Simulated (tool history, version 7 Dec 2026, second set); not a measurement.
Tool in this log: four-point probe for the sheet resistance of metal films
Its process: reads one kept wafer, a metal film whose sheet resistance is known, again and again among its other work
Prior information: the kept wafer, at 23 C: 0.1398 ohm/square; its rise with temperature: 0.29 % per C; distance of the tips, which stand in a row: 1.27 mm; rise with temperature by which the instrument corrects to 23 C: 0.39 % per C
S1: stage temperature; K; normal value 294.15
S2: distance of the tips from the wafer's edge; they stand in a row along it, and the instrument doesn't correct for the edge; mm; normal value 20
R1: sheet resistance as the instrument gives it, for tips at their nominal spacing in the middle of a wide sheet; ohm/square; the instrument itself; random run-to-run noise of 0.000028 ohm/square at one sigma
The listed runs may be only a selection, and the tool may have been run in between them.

run,hour,S1,S2,R1
1,0,294.15,20,0.141476
2,41.9,294.15,20,0.141475
3,88.4,303.15,20,0.140237
4,122.9,303.15,20,0.140255
5,170.3,303.15,20,0.140236
6,200.7,294.15,20,0.141625
7,242.3,294.15,20,0.141605
8,281.2,294.15,19,0.141629
9,329.7,304.15,20,0.14014
10,352.1,294.15,20,0.141686
11,394.2,294.15,20,0.141625
12,432.3,294.15,20,0.141688
13,455.5,294.15,20,0.141669
14,491.7,294.15,20,0.141714
# hour 498.9: new probe head fitted
15,531.3,292.15,20,0.141164
16,555,294.15,72,0.140597
17,580.7,294.15,20,0.140882
18,600.9,294.15,20,0.140882
19,648.7,294.15,20,0.140906
20,670.7,294.15,20,0.140962
21,695.8,294.15,20,0.140906
22,724.3,294.15,20,0.140913
23,766.4,294.15,21,0.140911
24,789.4,295.15,11,0.141541
# hour 793.3: stage's thermometer calibrated
25,812.6,302.15,3,0.151787
26,841.4,302.15,3,0.151716
27,867.6,302.15,3,0.151764
28,895.3,291.15,29,0.141337
29,940.7,301.15,58,0.139824
30,981.2,301.15,58,0.139809
# hour 1010.7: stage's thermometer calibrated, once more
31,1010.7,293.15,21,0.141017
32,1053,295.15,12,0.141337
33,1091.1,295.15,12,0.141421
34,1136.2,294.15,53,0.140722
35,1183.4,304.15,47,0.139384
36,1216.3,294.15,4,0.147926
37,1248.3,294.15,4,0.147956
38,1274.9,294.15,4,0.147973
39,1308.7,299.15,4,0.14727
40,1328.7,308.15,5,0.143454
41,1366.9,308.15,5,0.143485

Some steps in R1, run to run, broken into two amounts with sign: the step expected even without the hidden condition (settings, incoming material, random variation), and the rest, left for the hidden condition together with whatever gauge scatter is not in both the measured and the hidden-condition-free result:
The hidden state here: inner tips' distance over the nominal, %; tips' flats over new ones', %; wafer's true temperature over the reading, C; drift of the gauge itself on sheet_ohm, %.
Run 14 -> 15: S1 294.15 -> 292.15, new probe head fitted. R1 -0.00055 ohm/square: hidden state -0.000831, all else +0.000281.
Run 24 -> 25: S1 295.15 -> 302.15, S2 11 -> 3, stage's thermometer calibrated. R1 +0.010246 ohm/square: hidden state +0.000084, all else +0.010162.
Run 27 -> 28: S1 302.15 -> 291.15, S2 3 -> 29. R1 -0.010427 ohm/square: hidden state -0.000028, all else -0.010399.
Run 30 -> 31: S1 301.15 -> 293.15, S2 58 -> 21, stage's thermometer calibrated, once more. R1 +0.001208 ohm/square: hidden state -0.000115, all else +0.001323.
Run 35 -> 36: S1 304.15 -> 294.15, S2 47 -> 4. R1 +0.008542 ohm/square: hidden state +0.000047, all else +0.008495.
